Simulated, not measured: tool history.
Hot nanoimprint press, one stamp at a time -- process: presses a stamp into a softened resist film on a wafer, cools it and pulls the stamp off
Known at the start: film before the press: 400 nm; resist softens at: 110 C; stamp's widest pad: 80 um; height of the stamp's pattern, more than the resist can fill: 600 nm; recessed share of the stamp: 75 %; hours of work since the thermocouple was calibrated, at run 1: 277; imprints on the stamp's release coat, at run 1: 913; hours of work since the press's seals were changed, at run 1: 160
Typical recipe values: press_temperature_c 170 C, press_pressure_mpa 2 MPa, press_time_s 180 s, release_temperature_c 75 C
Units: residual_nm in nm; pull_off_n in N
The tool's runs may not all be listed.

run    hour  press_temperature_c  press_pressure_mpa  press_time_s  release_temperature_c  hours of work since the thermocouple was calibrated  imprints on the stamp's release coat  hours of work since the press's seals were changed  residual_nm  pull_off_n
  1       0                  170                   2           180                     75                                                  277                                   913                                                 160        203.8         175
  2      55                  170                   2           180                     75                                                  301                                  1013                                                 184          207         181
  3   138.9                  170                   2           180                     75                                                  337                                  1167                                                 220          207         173
  4     218                  170                   2           180                     75                                                  371                                  1312                                                 255        207.4         179
  5   280.5                  170                   2           180                     75                                                  398                                  1426                                                 282          206         176
  6   332.3                  170                   2           169                     75                                                  421                                  1521                                                 304          211         174
  7   388.9                  170                   2           169                     75                                                  445                                  1624                                                 329        211.1         173
        447  -- stamp cleaned and given a new release coat
  8   477.6                  170                   2           169                     75                                                  481                                    56                                                 365        211.4         181
  9     538                  170                   2           169                     75                                                  507                                   166                                                 391          211         180
 10   594.3                  170                 2.8           169                     75                                                  532                                   269                                                 415        185.2         174
      626.7  -- plate thermocouple calibrated
 11   634.7                  172                1.52            93                     75                                                    3                                   338                                                 431        260.9         177
 12   677.9                  170                2.37           203                     61                                                   22                                   417                                                 450        182.6         209
 13   743.8                  163                   2           187                     75                                                   51                                   537                                                 479        268.4         183
 14   804.3                  163                   2           187                     75                                                   77                                   648                                                 505        265.4         176
 15   885.3                  163                   2           187                     75                                                  112                                   796                                                 540        267.8         174
 16   958.1                  163                   2           187                     75                                                  144                                   929                                                 572          268         178
     1024.4  -- press's hydraulic seals changed and the load cell set to zero
 17  1048.4                  163                   2           187                     75                                                  179                                  1080                                                  10        266.6         178
 18  1126.1                  175                1.44           112                     62                                                  213                                  1222                                                  44        226.3         215
 19  1165.8                  167                   2           180                     74                                                  230                                  1295                                                  61        232.6         185
 20  1227.4                  170                   2           313                     75                                                  257                                  1408                                                  88        164.5         173

Branching from run 20: 5 alternative next runs. What would each branch give?
  A  1264.8                  179                1.57           180                     67                                                  273                                  1476                                                 104            ?           ?
  B  1264.8                  171                1.79            96                     75                                                  273                                  1476                                                 104            ?           ?
  C  1264.8                  170                1.29           180                     74                                                  273                                  1476                                                 104            ?           ?
  D  1264.8                  163                   2           180                     77                                                  273                                  1476                                                 104            ?           ?
  E  1264.8                  170                1.71           180                     67                                                  273                                  1476                                                 104            ?           ?

run  residual_nm  pull_off_n
  A        153.8         202
  B        249.8         176
  C        241.6         184
  D        268.6         171
  E        217.2         193
With the hidden condition removed and each run's random variation left untouched, the same runs would have given:
run  residual_nm  pull_off_n
  A        153.6         199
  B        249.5         173
  C        241.3         181
  D        268.3         169
  E        216.9         191
